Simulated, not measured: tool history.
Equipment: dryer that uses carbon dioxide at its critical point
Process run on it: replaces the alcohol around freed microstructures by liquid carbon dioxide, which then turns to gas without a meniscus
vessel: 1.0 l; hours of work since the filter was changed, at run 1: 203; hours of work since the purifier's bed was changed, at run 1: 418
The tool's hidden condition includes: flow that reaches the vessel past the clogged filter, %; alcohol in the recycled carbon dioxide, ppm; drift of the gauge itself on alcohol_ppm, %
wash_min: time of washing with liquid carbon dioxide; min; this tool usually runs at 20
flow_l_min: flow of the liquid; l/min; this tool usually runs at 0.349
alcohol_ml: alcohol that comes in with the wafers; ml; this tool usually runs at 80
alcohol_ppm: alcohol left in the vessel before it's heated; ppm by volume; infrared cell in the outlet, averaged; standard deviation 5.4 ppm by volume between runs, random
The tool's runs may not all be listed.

run     day  wash_min  flow_l_min  alcohol_ml  hours of work since the filter was changed  hours of work since the purifier's bed was changed  alcohol_ppm
  1   0.000        20       0.349          80                                         203                                                 418          274
  2   1.729        20       0.349          80                                         234                                                 449          290
  3   3.392        20       0.349          80                                         264                                                 479          302
      4.750  -- inlet filter changed
  4   4.750        20       0.349          80                                           0                                                 503          236
  5   5.996        20       0.349          80                                          22                                                 525          239
  6   7.358        20       0.396          80                                          47                                                 550          168
  7   8.538        20       0.396          80                                          68                                                 571          156
  8   9.792        20       0.396          80                                          91                                                 594          182
  9  11.200        20       0.469          80                                         116                                                 619          138
     12.196  -- purifier's bed changed
 10  12.500        20       0.349          80                                         137                                                   6          171
 11  13.612        20       0.286          80                                         157                                                  26          549
 12  14.579        20       0.349          80                                         175                                                  43          189
 13  15.275        20       0.349          80                                         188                                                  56          204
 14  16.117        20       0.349          80                                         203                                                  71          212
 15  16.858        20       0.349          80                                         216                                                  84          212
 16  17.733        20       0.349          80                                         232                                                 100          223
 17  19.017        20       0.349          80                                         255                                                 123          229
 18  20.125        20       0.349          24                                         275                                                 143           88
     20.883  -- inlet filter changed
 19  21.546        20       0.349          80                                          12                                                 168          167
 20  22.671        20       0.349          80                                          32                                                 188          180
 21  24.192        20       0.349          80                                          60                                                 216          195
 22  25.421        20       0.349          80                                          82                                                 238          194
 23  26.725        20       0.299          80                                         105                                                 261          436
 24  27.954        20       0.299          25                                         127                                                 283          189
 25  29.496        20       0.580          80                                         155                                                 311           68
 26  30.933        20       0.580          80                                         181                                                 337           67
 27  31.812        22       0.349          29                                         197                                                 353          111
 28  33.471        15       0.349          80                                         227                                                 383          954
 29  34.354        29       0.301          49                                         243                                                 399          107
 30  35.258        27       0.301          91                                         259                                                 415          160
     36.867  -- inlet filter changed
 31  36.867        27       0.301          91                                           0                                                 443          133
 32  37.975        17       0.404          28                                          20                                                 463          135
 33  39.158        14       0.513          65                                          41                                                 485          183
 34  40.688        16       0.289          80                                          69                                                 512         1367
 35  41.625        23       0.227          32                                          86                                                 529          408
 36  42.346        23       0.227          32                                          99                                                 542          418
 37  43.958        23       0.227          79                                         128                                                 571          914
 38  44.871        23       0.227          79                                         144                                                 588          935
 39  45.667        24       0.459          37                                         159                                                 602          109
 40  47.096        24       0.459          37                                         184                                                 628          116
     47.583  -- purifier's bed changed
 41  48.650        24       0.460          93                                         210                                                  19           15
 42  50.096        28       0.269          93                                         236                                                  45          163
 43  51.692        25       0.323          93                                         265                                                  74          111
 44  52.767        19       0.212         113                                         284                                                  93         3809
     52.967  -- inlet filter changed
 45  54.188        19       0.210         113                                          22                                                 118         3107
 46  55.067        19       0.210         113                                          38                                                 134         3244
 47  55.783        17       0.295          58                                          51                                                 147          667

Selected run-to-run steps in alcohol_ppm, each split into two signed amounts: the part the tool would show with no hidden state at all (from settings, incoming material and random variation), and the remainder, which goes to the hidden state together with any gauge scatter not common to the measured and the hidden-state-free results:
Run 27 -> 28: wash_min 22 -> 15, alcohol_ml 29 -> 80. alcohol_ppm +843 ppm by volume: hidden state +207, all else +636.
Run 33 -> 34: wash_min 14 -> 16, flow_l_min 0.513 -> 0.289, alcohol_ml 65 -> 80. alcohol_ppm +1184 ppm by volume: hidden state +93, all else +1091.
Run 43 -> 44: wash_min 25 -> 19, flow_l_min 0.323 -> 0.212, alcohol_ml 93 -> 113. alcohol_ppm +3698 ppm by volume: hidden state +841, all else +2857.
Run 44 -> 45: flow_l_min 0.212 -> 0.210, inlet filter changed. alcohol_ppm -702 ppm by volume: hidden state -741, all else +39.
Run 46 -> 47: wash_min 19 -> 17, flow_l_min 0.210 -> 0.295, alcohol_ml 113 -> 58. alcohol_ppm -2577 ppm by volume: hidden state -124, all else -2453.
